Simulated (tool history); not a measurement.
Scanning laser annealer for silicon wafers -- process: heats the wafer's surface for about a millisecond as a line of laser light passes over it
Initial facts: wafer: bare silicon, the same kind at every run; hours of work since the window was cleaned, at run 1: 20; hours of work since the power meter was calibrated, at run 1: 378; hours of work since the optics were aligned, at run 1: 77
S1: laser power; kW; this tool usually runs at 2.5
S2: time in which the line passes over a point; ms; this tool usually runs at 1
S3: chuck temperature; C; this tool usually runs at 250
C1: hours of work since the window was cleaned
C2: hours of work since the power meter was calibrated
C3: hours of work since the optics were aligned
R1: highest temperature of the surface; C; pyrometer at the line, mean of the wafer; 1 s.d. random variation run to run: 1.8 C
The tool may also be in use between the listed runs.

| run | hour | S1 | S2 | S3 | C1 | C2 | C3 | R1 |
|---|---|---|---|---|---|---|---|---|
| 1 | 0 | 2.5 | 1 | 250 | 20 | 378 | 77 | 1020 |
| 2 | 19.9 | 2.5 | 1 | 250 | 29 | 387 | 85 | 1023 |
| 3 | 32.6 | 2.553 | 1 | 250 | 34 | 392 | 91 | 1042 |
| 4 | 51.6 | 2.5 | 1 | 250 | 43 | 401 | 100 | 1018 |
| 5 | 74.1 | 2.5 | 1 | 250 | 53 | 411 | 110 | 1019 |
| 6 | 91.7 | 2.5 | 1 | 250 | 61 | 419 | 118 | 1018 |
| 7 | 105.2 | 2.5 | 1 | 250 | 67 | 425 | 124 | 1018 |
| 8 | 126.3 | 2.5 | 1 | 250 | 76 | 434 | 133 | 1018 |
| 9 | 136 | 2.5 | 1 | 250 | 81 | 439 | 138 | 1019 |
| 10 | 154.2 | 2.697 | 1 | 250 | 89 | 447 | 146 | 1098 |
| 11 | 174.9 | 2.697 | 1 | 250 | 98 | 456 | 155 | 1096 |
| 12 | 198.5 | 2.5 | 1 | 250 | 109 | 467 | 166 | 1014 |
| 13 | 218.1 | 2.5 | 1 | 250 | 118 | 475 | 174 | 1015 |
| 14 | 229.2 | 2.5 | 1 | 215 | 123 | 480 | 179 | 978 |
| 15 | 239.6 | 2.5 | 1 | 215 | 127 | 485 | 184 | 973 |
| 16 | 261.1 | 2.5 | 1 | 215 | 137 | 495 | 194 | 973 |
| 17 | 281.8 | 2.5 | 1 | 215 | 146 | 504 | 203 | 974 |
| 18 | 296.1 | 2.338 | 1 | 215 | 153 | 510 | 209 | 911 |
| 19 | 312.7 | 2.338 | 1 | 215 | 160 | 518 | 217 | 906 |
| 20 | 333.1 | 2.5 | 1 | 250 | 169 | 527 | 226 | 1008 |
| 21 | 354.1 | 2.5 | 1 | 225 | 179 | 536 | 235 | 979 |
| 22 | 373.6 | 2.5 | 0.9 | 226 | 187 | 545 | 244 | 950 |
| 23 | 388.4 | 2.5 | 0.9 | 226 | 194 | 552 | 251 | 949 |
| 24 | 399.6 | 2.5 | 1 | 257 | 199 | 557 | 256 | 1011 |
| 25 | 421.9 | 2.207 | 0.97 | 250 | 209 | 567 | 266 | 882 |
| 26 | 443.5 | 2.207 | 0.97 | 250 | 219 | 577 | 275 | 879 |
| 27 | 462.4 | 2.415 | 0.86 | 283 | 227 | 585 | 284 | 958 |
| 28 | 481.7 | 2.415 | 0.86 | 283 | 236 | 594 | 293 | 957 |
| 29 | 502.1 | 2.5 | 0.89 | 279 | 245 | 603 | 302 | 995 |
| 30 | 518.3 | 2.646 | 0.89 | 275 | 252 | 610 | 309 | 1044 |
| 31 | 541 | 2.646 | 0.89 | 275 | 262 | 620 | 319 | 1038 |
| 32 | 561.2 | 2.646 | 1.11 | 275 | 271 | 629 | 328 | 1118 |
| 33 | 578.4 | 2.254 | 0.86 | 231 | 279 | 637 | 336 | 843 |
| 34 | 593.4 | 2.254 | 0.86 | 231 | 286 | 644 | 343 | 842 |
| 35 | 607 | 2.213 | 0.87 | 231 | 292 | 650 | 349 | 832 |
| 36 | 622 | 2.213 | 0.87 | 231 | 299 | 657 | 355 | 826 |
| 37 | 641.2 | 2.339 | 0.91 | 231 | 307 | 665 | 364 | 883 |
| 38 | 657.2 | 2.5 | 0.71 | 273 | 315 | 672 | 371 | 913 |
| 39 | 680.3 | 2.482 | 0.82 | 250 | 325 | 683 | 382 | 930 |
| 40 | 694.5 | 2.5 | 1.04 | 250 | 331 | 689 | 388 | 1001 |

Predict the results of run 41:
| 41 | 709.8 | 2.547 | 1.07 | 233 | 338 | 696 | 395 | ? |

{"run 41": {"R1": 1013}}
With no hidden state in the tool, this same run would have given R1 1050 C.
